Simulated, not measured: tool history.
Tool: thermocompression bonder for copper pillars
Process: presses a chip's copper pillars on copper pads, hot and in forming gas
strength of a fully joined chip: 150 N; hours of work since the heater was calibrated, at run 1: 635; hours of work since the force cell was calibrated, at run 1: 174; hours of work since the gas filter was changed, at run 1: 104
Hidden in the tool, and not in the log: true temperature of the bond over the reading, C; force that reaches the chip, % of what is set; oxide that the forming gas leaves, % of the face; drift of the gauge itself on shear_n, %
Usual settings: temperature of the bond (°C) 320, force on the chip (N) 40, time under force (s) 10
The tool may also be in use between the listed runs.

run,day,temperature of the bond (°C),force on the chip (N),time under force (s),hours of work since the heater was calibrated,hours of work since the force cell was calibrated,hours of work since the gas filter was changed,force that shears a chip off (N)
1,0,320,40,10,635,174,104,81.8
# day 0.238: heater calibrated with a thermocouple chip
2,0.554,320,40,10,5,182,112,76.6
3,1.158,320,40,10,16,193,123,76.4
4,1.604,320,40,10,23,200,130,75.8
# day 2.167: forming gas filter changed
5,2.371,320,40,10,36,213,4,81.5
6,2.754,320,40,10,43,220,10,81
7,3.35,320,27,10,53,230,20,53.9
8,3.933,320,27,10,63,240,30,54
9,4.817,320,27,10,78,255,45,53.3
10,5.579,320,40,15,91,268,58,90.3
11,5.983,320,40,6,98,275,65,66.9
12,6.533,320,40,10,107,284,75,79.3
13,7.167,320,53,10,118,295,86,100.2
14,7.708,320,53,10,127,304,95,98.1
15,8.117,339,53,10,134,311,102,111
16,8.988,320,28,10,149,326,117,54.5
17,9.396,320,28,10,156,333,124,53.8
18,9.85,320,28,10,164,341,131,54.4
# day 10.379: forming gas filter changed
19,10.392,320,28,10,173,350,0,58.4
20,10.829,320,40,10,180,357,8,81.5
21,11.738,320,27,10,196,373,23,53.8
22,12.212,320,25,10,204,381,31,50.2
23,12.767,328,52,10,214,391,41,105.5
24,13.338,328,52,10,223,400,51,105.2
25,13.85,328,52,10,232,409,59,104.8
26,14.333,328,52,10,240,417,68,104.6
27,15.238,328,52,10,256,433,83,105.1
28,15.962,297,40,10,268,445,95,65.5
29,16.517,312,28,10,278,455,105,53.5
30,17.154,312,28,10,289,466,116,52
31,17.925,312,56,16,302,479,129,111.4
# day 18.575: forming gas filter changed
32,18.721,320,35,10,315,492,2,73.4
33,19.258,328,40,29,324,501,12,115.4
34,19.792,298,27,12,333,510,21,48.3
35,20.567,295,40,6,347,524,34,54.4
36,20.962,295,40,6,353,530,41,54.1
37,21.767,308,40,6,367,544,55,62.4
38,22.238,337,54,9,375,552,63,113
39,23.079,327,38,9,390,567,77,79.4
40,23.671,320,52,10,400,577,87,102.8
41,24.542,320,52,10,415,592,102,100.3

Forecast each of these 3 alternatives for the next run:
A,25.208,331,52,10,426,603,113,?
B,25.208,320,44,10,426,603,113,?
C,25.208,305,32,12,426,603,113,?

run,force that shears a chip off (N)
A,106.7
B,88.7
C,61.7
Without the tool's hidden state the same runs would have given:
run,force that shears a chip off (N)
A,105.9
B,86.7
C,59.2

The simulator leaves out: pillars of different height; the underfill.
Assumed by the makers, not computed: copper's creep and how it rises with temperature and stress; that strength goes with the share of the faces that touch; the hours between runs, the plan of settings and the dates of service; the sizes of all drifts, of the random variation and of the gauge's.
